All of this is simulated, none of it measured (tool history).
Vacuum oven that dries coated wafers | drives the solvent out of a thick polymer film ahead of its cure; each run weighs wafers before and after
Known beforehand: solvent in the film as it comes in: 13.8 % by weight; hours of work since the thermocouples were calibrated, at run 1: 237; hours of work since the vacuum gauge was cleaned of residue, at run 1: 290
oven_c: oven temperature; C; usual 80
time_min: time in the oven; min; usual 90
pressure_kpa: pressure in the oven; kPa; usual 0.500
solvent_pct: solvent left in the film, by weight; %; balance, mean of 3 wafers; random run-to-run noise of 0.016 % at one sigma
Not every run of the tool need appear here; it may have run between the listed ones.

run,hour,oven_c,time_min,pressure_kpa,hours of work since the thermocouples were calibrated,hours of work since the vacuum gauge was cleaned of residue,solvent_pct
1,0.0,80,90,0.500,237,290,1.49
2,10.5,80,90,0.500,244,298,1.51
3,28.1,80,119,0.500,257,311,1.02
4,37.4,80,109,0.500,264,318,1.16
5,55.5,80,90,0.500,277,331,1.50
6,76.9,80,90,0.500,293,347,1.48
7,92.7,80,90,0.500,305,358,1.48
8,106.0,80,90,0.500,315,368,1.50
9,115.7,80,79,0.500,322,375,1.76
10,124.8,80,52,0.500,329,382,3.08
11,139.0,80,52,0.500,339,393,3.07
12,151.1,79,61,1.423,348,401,3.72
13,170.8,80,90,0.652,362,416,1.64

Estimate the outcome of run 14 from the log above:
14,180.6,80,90,0.652,370,423,?

{"run 14": {"solvent_pct": 1.65}}
Had the tool carried no hidden state, the very same run would have given solvent_pct 1.55 %.

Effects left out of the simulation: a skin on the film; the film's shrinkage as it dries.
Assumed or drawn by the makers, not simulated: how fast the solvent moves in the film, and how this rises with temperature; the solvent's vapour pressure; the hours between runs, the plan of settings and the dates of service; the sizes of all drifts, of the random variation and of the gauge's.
